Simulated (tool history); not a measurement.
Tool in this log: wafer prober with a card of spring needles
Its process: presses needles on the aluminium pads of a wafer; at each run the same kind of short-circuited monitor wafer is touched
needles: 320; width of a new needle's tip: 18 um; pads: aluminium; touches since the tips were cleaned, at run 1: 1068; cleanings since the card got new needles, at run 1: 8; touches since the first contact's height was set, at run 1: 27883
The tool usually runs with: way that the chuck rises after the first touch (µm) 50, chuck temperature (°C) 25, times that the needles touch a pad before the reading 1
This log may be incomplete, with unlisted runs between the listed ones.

run	hour	way that the chuck rises after the first touch (µm)	chuck temperature (°C)	times that the needles touch a pad before the reading	touches since the tips were cleaned	cleanings since the card got new needles	touches since the first contact's height was set	resistance of one needle with its contact and lead (mohm)	way that a needle slides on the pad (µm)
1	0.0	50	25	1	1068	8	27883	254	6.22
2	9.2	50	25	1	2315	8	29130	289	6.44
# hour 13.4: tips cleaned on abrasive film
3	20.3	50	25	1	941	9	30619	248	6.13
4	27.1	50	25	1	1856	9	31534	277	6.23
# hour 33.8: tips cleaned on abrasive film
5	35.3	50	25	1	191	10	32620	209	6.13
6	41.5	50	25	1	1033	10	33462	253	6.22
7	50.3	50	35	1	2218	10	34647	294	6.35
# hour 54.7: tips cleaned on abrasive film
8	54.9	50	35	1	27	11	35262	200	6.27
9	61.4	35	25	1	898	11	36133	314	4.30
10	70.5	31	88	3	2133	11	37368	296	3.90
# hour 75.6: tips cleaned on abrasive film
11	77.1	50	25	2	215	12	38252	204	6.19
12	87.6	50	25	2	1628	12	39665	241	6.14
13	93.4	41	59	1	2405	12	40442	348	5.17
# hour 96.1: tips cleaned on abrasive film
14	104.5	41	112	3	1141	13	41938	249	5.15

Hidden state at the last listed run before each entry between runs and at the first one after, where it differs:
Between runs 2 and 3: tips cleaned on abrasive film (hour 13.4)
  debris on the tips, nm: 60.9 -> 34.3; way that the needles fall short of the set height, um: 0.48 -> 0.56; tips' diameter, um: 18.17 -> 18.2
  what was measured, less what the result would be without the hidden state, resistance of one needle with its contact and lead (mohm): +103 -> +59; way that a needle slides on the pad (µm): -0.06 -> -0.07
Between runs 4 and 5: tips cleaned on abrasive film (hour 33.8)
  debris on the tips, nm: 53.8 -> 11; way that the needles fall short of the set height, um: 0.56 -> 0.61; tips' diameter, um: 18.2 -> 18.21
  what was measured, less what the result would be without the hidden state, resistance of one needle with its contact and lead (mohm): +91 -> +19; way that a needle slides on the pad (µm): -0.07 -> -0.07
Between runs 7 and 8: tips cleaned on abrasive film (hour 54.7)
  debris on the tips, nm: 59.4 -> 6.8; way that the needles fall short of the set height, um: 0.61 -> 0.67; tips' diameter, um: 18.21 -> 18.23
  what was measured, less what the result would be without the hidden state, resistance of one needle with its contact and lead (mohm): +101 -> +12; way that a needle slides on the pad (µm): -0.07 -> -0.08
Between runs 10 and 11: tips cleaned on abrasive film (hour 75.6)
  debris on the tips, nm: 59 -> 12.9; way that the needles fall short of the set height, um: 0.67 -> 0.74; tips' diameter, um: 18.23 -> 18.26
  what was measured, less what the result would be without the hidden state, resistance of one needle with its contact and lead (mohm): +81 -> +14; way that a needle slides on the pad (µm): -0.08 -> -0.10
Between runs 13 and 14: tips cleaned on abrasive film (hour 96.1)
  debris on the tips, nm: 63.8 -> 41; way that the needles fall short of the set height, um: 0.74 -> 0.8; tips' diameter, um: 18.26 -> 18.28
  what was measured, less what the result would be without the hidden state, resistance of one needle with its contact and lead (mohm): +151 -> +34; way that a needle slides on the pad (µm): -0.09 -> -0.11
